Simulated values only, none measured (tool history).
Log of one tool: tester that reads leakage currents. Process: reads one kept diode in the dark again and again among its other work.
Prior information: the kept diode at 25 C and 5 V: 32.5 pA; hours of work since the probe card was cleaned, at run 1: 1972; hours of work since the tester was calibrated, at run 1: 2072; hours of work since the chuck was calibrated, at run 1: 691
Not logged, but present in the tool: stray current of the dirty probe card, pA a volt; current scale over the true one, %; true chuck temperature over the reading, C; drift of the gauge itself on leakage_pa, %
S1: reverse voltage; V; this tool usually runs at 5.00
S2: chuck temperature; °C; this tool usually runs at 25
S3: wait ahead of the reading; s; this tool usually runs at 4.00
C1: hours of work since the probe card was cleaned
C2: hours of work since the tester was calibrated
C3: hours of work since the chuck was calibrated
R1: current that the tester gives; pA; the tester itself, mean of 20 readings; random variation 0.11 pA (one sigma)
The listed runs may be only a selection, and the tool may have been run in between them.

| run | hour | S1 | S2 | S3 | C1 | C2 | C3 | R1 |
|---|---|---|---|---|---|---|---|---|
| 1 | 0.0 | 5.00 | 25 | 4.00 | 1972 | 2072 | 691 | 41.89 |
|  | 65.3 | chuck's temperature calibrated |
| 2 | 112.8 | 5.00 | 25 | 4.00 | 2054 | 2154 | 35 | 45.45 |
| 3 | 206.9 | 5.00 | 25 | 4.00 | 2123 | 2223 | 105 | 46.30 |
| 4 | 259.6 | 8.11 | 25 | 4.00 | 2162 | 2262 | 143 | 61.61 |
| 5 | 367.1 | 8.11 | 25 | 4.00 | 2241 | 2341 | 223 | 63.02 |
| 6 | 472.0 | 5.00 | 25 | 4.00 | 2319 | 2419 | 300 | 48.55 |
| 7 | 584.2 | 5.00 | 25 | 4.00 | 2401 | 2502 | 383 | 49.82 |
|  | 637.3 | chuck's temperature calibrated, once more |
| 8 | 699.4 | 5.00 | 25 | 4.00 | 2485 | 2585 | 46 | 37.45 |
| 9 | 760.5 | 5.00 | 44 | 4.00 | 2530 | 2630 | 91 | 162.95 |
| 10 | 854.5 | 5.00 | 44 | 4.00 | 2599 | 2700 | 160 | 165.36 |
| 11 | 932.9 | 5.00 | 25 | 4.00 | 2657 | 2757 | 218 | 39.07 |
| 12 | 990.2 | 5.00 | 25 | 4.00 | 2700 | 2800 | 260 | 39.63 |
| 13 | 1084.9 | 5.00 | 25 | 4.00 | 2769 | 2870 | 330 | 40.17 |
| 14 | 1189.9 | 5.00 | 25 | 4.00 | 2847 | 2947 | 408 | 41.01 |
| 15 | 1265.2 | 5.00 | 57 | 4.00 | 2902 | 3003 | 463 | 450.11 |
| 16 | 1329.2 | 5.00 | 57 | 4.00 | 2950 | 3050 | 511 | 453.24 |
| 17 | 1429.4 | 5.00 | 57 | 4.00 | 3024 | 3124 | 584 | 461.20 |
| 18 | 1538.9 | 5.00 | 22 | 4.00 | 3104 | 3205 | 665 | 34.75 |
|  | 1556.5 | tester calibrated |
| 19 | 1638.6 | 5.00 | 22 | 4.00 | 3177 | 61 | 737 | 34.67 |
|  | 1646.5 | chuck's temperature calibrated |
| 20 | 1698.3 | 10.06 | 20 | 3.10 | 3219 | 103 | 38 | 39.71 |
| 21 | 1766.5 | 13.53 | 20 | 3.10 | 3269 | 154 | 89 | 48.51 |
|  | 1865.3 | probe card cleaned and baked |
| 22 | 1884.2 | 6.21 | 47 | 0.34 | 14 | 238 | 173 | 227.57 |
| 23 | 1947.9 | 6.21 | 47 | 0.34 | 61 | 285 | 220 | 229.50 |
| 24 | 2052.6 | 2.95 | 47 | 0.46 | 138 | 362 | 297 | 155.57 |
| 25 | 2102.1 | 16.28 | 25 | 4.00 | 175 | 399 | 334 | 68.96 |
| 26 | 2167.8 | 5.00 | 54 | 1.74 | 223 | 447 | 382 | 346.96 |
| 27 | 2281.7 | 5.00 | 54 | 1.74 | 307 | 531 | 467 | 354.57 |
| 28 | 2356.8 | 12.03 | 30 | 0.45 | 363 | 587 | 522 | 97.35 |
| 29 | 2412.8 | 12.03 | 30 | 0.45 | 404 | 628 | 563 | 98.66 |
| 30 | 2461.0 | 13.91 | 41 | 0.83 | 440 | 664 | 599 | 245.45 |
| 31 | 2536.3 | 5.45 | 41 | 0.35 | 495 | 719 | 654 | 151.13 |
| 32 | 2630.8 | 1.41 | 52 | 6.96 | 565 | 789 | 724 | 163.74 |
|  | 2652.0 | chuck's temperature calibrated |
| 33 | 2690.7 | 9.08 | 37 | 6.96 | 608 | 832 | 29 | 124.13 |
| 34 | 2746.4 | 9.08 | 37 | 6.96 | 649 | 873 | 70 | 124.97 |
| 35 | 2859.9 | 5.00 | 38 | 4.14 | 732 | 957 | 153 | 100.20 |
| 36 | 2946.2 | 5.00 | 38 | 4.14 | 796 | 1020 | 217 | 101.37 |
| 37 | 3048.1 | 1.40 | 28 | 4.14 | 871 | 1095 | 292 | 23.16 |
| 38 | 3133.1 | 1.40 | 32 | 4.14 | 934 | 1158 | 355 | 32.51 |

How would selected steps in R1 from run to run divide? Give the signed amount a tool lacking its hidden state would still show from settings, what came in and random variation, and the signed amount left for the hidden state, including any gauge scatter that is not in both of the compared results.
Run 14 -> 15: S2 25 -> 57. R1 +409.10 pA: hidden state +45.58, all else +363.52.
Run 17 -> 18: S2 57 -> 22. R1 -426.45 pA: hidden state -55.47, all else -370.98.
Run 25 -> 26: S1 16.28 -> 5.00, S2 25 -> 54, S3 4.00 -> 1.74. R1 +278.00 pA: hidden state +20.67, all else +257.33.
Run 32 -> 33: S1 1.41 -> 9.08, S2 52 -> 37, chuck's temperature calibrated. R1 -39.61 pA: hidden state -21.63, all else -17.98.

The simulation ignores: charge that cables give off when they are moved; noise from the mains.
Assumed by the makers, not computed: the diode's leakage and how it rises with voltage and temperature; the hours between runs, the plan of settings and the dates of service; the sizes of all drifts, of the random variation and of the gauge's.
